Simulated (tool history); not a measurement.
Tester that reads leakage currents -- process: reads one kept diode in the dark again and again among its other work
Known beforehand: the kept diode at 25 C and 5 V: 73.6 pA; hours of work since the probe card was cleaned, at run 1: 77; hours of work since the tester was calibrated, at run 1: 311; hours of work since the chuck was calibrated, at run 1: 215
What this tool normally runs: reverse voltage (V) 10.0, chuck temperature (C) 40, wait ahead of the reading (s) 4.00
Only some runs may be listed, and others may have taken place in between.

| run | hour | reverse voltage (V) | chuck temperature (C) | wait ahead of the reading (s) | hours of work since the probe card was cleaned | hours of work since the tester was calibrated | hours of work since the chuck was calibrated | current that the tester gives (pA) |
|---|---|---|---|---|---|---|---|---|
| 1 | 0.0 | 10.0 | 40 | 4.00 | 77 | 311 | 215 | 365.26 |
| 2 | 54.4 | 10.0 | 40 | 4.00 | 103 | 336 | 241 | 365.43 |
| 3 | 128.2 | 10.0 | 40 | 4.00 | 138 | 371 | 276 | 365.09 |
| 4 | 196.1 | 10.0 | 40 | 4.00 | 170 | 404 | 308 | 366.42 |
| 5 | 278.6 | 10.0 | 40 | 4.00 | 209 | 443 | 347 | 363.88 |
| 6 | 323.0 | 10.0 | 40 | 4.00 | 230 | 464 | 368 | 363.80 |
| 7 | 388.5 | 10.0 | 40 | 4.00 | 261 | 495 | 400 | 365.70 |
| 8 | 435.8 | 10.0 | 40 | 4.00 | 284 | 518 | 422 | 364.96 |
| 9 | 522.6 | 10.0 | 40 | 4.00 | 325 | 559 | 463 | 362.96 |
| 10 | 579.4 | 10.0 | 40 | 4.00 | 352 | 586 | 490 | 363.56 |
| 11 | 681.6 | 10.0 | 40 | 0.53 | 401 | 634 | 539 | 365.80 |
| 12 | 740.9 | 10.0 | 28 | 4.00 | 429 | 663 | 567 | 125.02 |
| 13 | 837.2 | 10.0 | 28 | 4.00 | 475 | 708 | 613 | 125.30 |
| 14 | 900.0 | 10.0 | 40 | 4.00 | 504 | 738 | 643 | 360.85 |
| 15 | 996.8 | 10.0 | 40 | 2.40 | 550 | 784 | 689 | 364.07 |
| 16 | 1041.9 | 10.0 | 40 | 4.00 | 572 | 806 | 710 | 361.16 |
| 17 | 1145.1 | 10.0 | 40 | 4.00 | 621 | 855 | 759 | 362.79 |
| 18 | 1198.9 | 10.0 | 40 | 4.00 | 646 | 880 | 785 | 360.93 |
| 19 | 1281.2 | 10.0 | 40 | 4.00 | 686 | 919 | 824 | 361.79 |
| 20 | 1344.6 | 10.0 | 40 | 4.00 | 716 | 949 | 854 | 361.84 |
| 21 | 1417.2 | 17.9 | 31 | 3.27 | 750 | 984 | 888 | 205.17 |
| 22 | 1503.9 | 17.9 | 31 | 3.27 | 791 | 1025 | 930 | 205.43 |
| 23 | 1561.5 | 10.0 | 53 | 9.58 | 819 | 1053 | 957 | 1056.80 |
| 24 | 1611.4 | 10.0 | 53 | 9.58 | 842 | 1076 | 981 | 1059.91 |
| 25 | 1676.0 | 10.0 | 45 | 9.58 | 873 | 1107 | 1011 | 550.84 |
| 26 | 1731.5 | 10.0 | 45 | 9.58 | 900 | 1133 | 1038 | 549.13 |
| 27 | 1788.0 | 6.6 | 40 | 0.51 | 926 | 1160 | 1065 | 312.84 |
| 28 | 1841.6 | 6.6 | 40 | 0.51 | 952 | 1186 | 1090 | 311.70 |
| 29 | 1890.6 | 4.0 | 53 | 7.04 | 975 | 1209 | 1113 | 771.39 |
| 30 | 1992.1 | 1.3 | 45 | 6.77 | 1023 | 1257 | 1161 | 271.87 |
| 31 | 2056.6 | 1.3 | 34 | 3.73 | 1054 | 1288 | 1192 | 104.13 |
| 32 | 2127.2 | 1.3 | 34 | 3.73 | 1088 | 1321 | 1226 | 104.49 |
| 33 | 2206.3 | 12.4 | 52 | 0.62 | 1125 | 1359 | 1263 | 1042.35 |
| 34 | 2298.8 | 12.4 | 52 | 0.62 | 1169 | 1403 | 1307 | 1043.06 |
| 35 | 2402.1 | 12.4 | 20 | 4.66 | 1218 | 1452 | 1356 | 71.67 |
| 36 | 2457.4 | 3.8 | 54 | 4.66 | 1245 | 1478 | 1383 | 820.34 |
| 37 | 2549.2 | 5.9 | 26 | 4.00 | 1288 | 1522 | 1426 | 87.12 |
| 38 | 2627.0 | 5.9 | 28 | 4.00 | 1325 | 1559 | 1463 | 104.00 |
| 39 | 2692.8 | 5.9 | 28 | 4.00 | 1356 | 1590 | 1494 | 104.48 |
| 40 | 2787.1 | 5.9 | 28 | 4.00 | 1401 | 1635 | 1539 | 104.65 |

Pick out some run-to-run changes in current that the tester gives (pA). Of each, how much would a tool without hidden state show as well, from the settings, what came in and chance, and how much is left for the hidden state and any gauge scatter not in both results compared?
Hidden conditions of the tool in this case: stray current of the dirty probe card, pA a volt; current scale over the true one, %; true chuck temperature over the reading, C; drift of the gauge itself on leakage_pa, %.
Run 22 -> 23: reverse voltage (V) 17.9 -> 10.0, chuck temperature (C) 31 -> 53, wait ahead of the reading (s) 3.27 -> 9.58. current that the tester gives (pA) +851.37: hidden state -36.22, all else +887.59.
Run 32 -> 33: reverse voltage (V) 1.3 -> 12.4, chuck temperature (C) 34 -> 52, wait ahead of the reading (s) 3.73 -> 0.62. current that the tester gives (pA) +937.86: hidden state -34.18, all else +972.04.
Run 34 -> 35: chuck temperature (C) 52 -> 20, wait ahead of the reading (s) 0.62 -> 4.66. current that the tester gives (pA) -971.39: hidden state +49.65, all else -1021.04.
Run 35 -> 36: reverse voltage (V) 12.4 -> 3.8, chuck temperature (C) 20 -> 54. current that the tester gives (pA) +748.67: hidden state -49.09, all else +797.76.
Run 36 -> 37: reverse voltage (V) 3.8 -> 5.9, chuck temperature (C) 54 -> 26, wait ahead of the reading (s) 4.66 -> 4.00. current that the tester gives (pA) -733.22: hidden state +40.70, all else -773.92.
